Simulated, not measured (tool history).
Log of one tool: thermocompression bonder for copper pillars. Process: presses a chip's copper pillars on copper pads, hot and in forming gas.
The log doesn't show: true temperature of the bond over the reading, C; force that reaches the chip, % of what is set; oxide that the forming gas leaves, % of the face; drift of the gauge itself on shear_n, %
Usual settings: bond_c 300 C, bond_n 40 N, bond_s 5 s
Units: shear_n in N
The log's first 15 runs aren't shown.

run,hour,bond_c,bond_n,bond_s,hours of work since the heater was calibrated,hours of work since the force cell was calibrated,hours of work since the gas filter was changed,shear_n
16,173.2,300,40,5,343,258,73,61.7
17,189.4,301,40,4,350,265,80,57
18,201.7,274,42,13,355,270,85,62.5
19,209.2,274,42,13,359,273,88,58.5
20,222.2,278,32,8,364,279,94,46.4
21,230.9,273,40,15,368,282,98,61.5
22,238.8,273,40,15,371,286,101,60.7
23,246.1,289,47,12,374,289,104,75.2
24,256.1,283,47,6,378,293,108,53.9
25,263.2,283,47,6,381,296,111,54.6
26,277.2,327,36,6,387,302,117,83.8
27,292.5,279,41,6,394,308,123,46.3
28,308.4,279,41,6,400,315,130,46.7
29,322.7,285,40,3,406,321,136,37.2
30,336.6,276,30,11,412,327,142,45.6
31,347.8,277,34,5,417,332,147,35.2

Forecast each of these 5 alternatives for the next run:
A,361.2,315,30,5,423,337,153,?
B,361.2,277,26,15,423,337,153,?
C,361.2,300,36,5,423,337,153,?
D,361.2,300,48,5,423,337,153,?
E,361.2,275,40,5,423,337,153,?

run,shear_n
A,60.1
B,47.3
C,54.1
D,63.6
E,37.5
Without the tool's hidden state the same runs would have given:
run,shear_n
A,74.4
B,60.2
C,67.6
D,78.8
E,48.3
